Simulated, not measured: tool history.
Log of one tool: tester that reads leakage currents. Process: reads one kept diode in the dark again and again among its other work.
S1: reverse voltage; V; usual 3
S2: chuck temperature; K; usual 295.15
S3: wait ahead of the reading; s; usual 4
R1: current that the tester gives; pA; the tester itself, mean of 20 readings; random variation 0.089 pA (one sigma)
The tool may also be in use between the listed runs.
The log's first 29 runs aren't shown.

run 30 hour=1040.5 | S1=2.79 S2=311.15 S3=5.02 | R1=76.07
run 31 hour=1086 | S1=2.56 S2=295.15 S3=0.68 | R1=19.34
run 32 hour=1106.4 | S1=2.56 S2=295.15 S3=0.68 | R1=19.26
run 33 hour=1134.1 | S1=2.43 S2=298.15 S3=3.5 | R1=24.03
run 34 hour=1159.5 | S1=1.2 S2=295.15 S3=4 | R1=13.46
run 35 hour=1195.3 | S1=1.2 S2=295.15 S3=4 | R1=13.56
run 36 hour=1230.3 | S1=1.38 S2=295.15 S3=4 | R1=14.26
run 37 hour=1267 | S1=4.4 S2=295.15 S3=0.5 | R1=25.11

3 ways to go on from here, each from the tool as it stands after run 37. What would each give?
-- hour=1272.2 chuck's temperature calibrated
run A hour=1296.7 | S1=4.4 S2=304.15 S3=0.5 | R1=?
-- hour=1272.2 chuck's temperature calibrated
run B hour=1296.7 | S1=3 S2=302.15 S3=4 | R1=?
-- hour=1272.2 chuck's temperature calibrated
run C hour=1296.7 | S1=3 S2=295.15 S3=0.33 | R1=?

run=A R1=65.14
run=B R1=46.28
run=C R1=26.62
Without the tool's hidden state the same runs would have given:
run=A R1=63.54
run=B R1=45.15
run=C R1=25.6
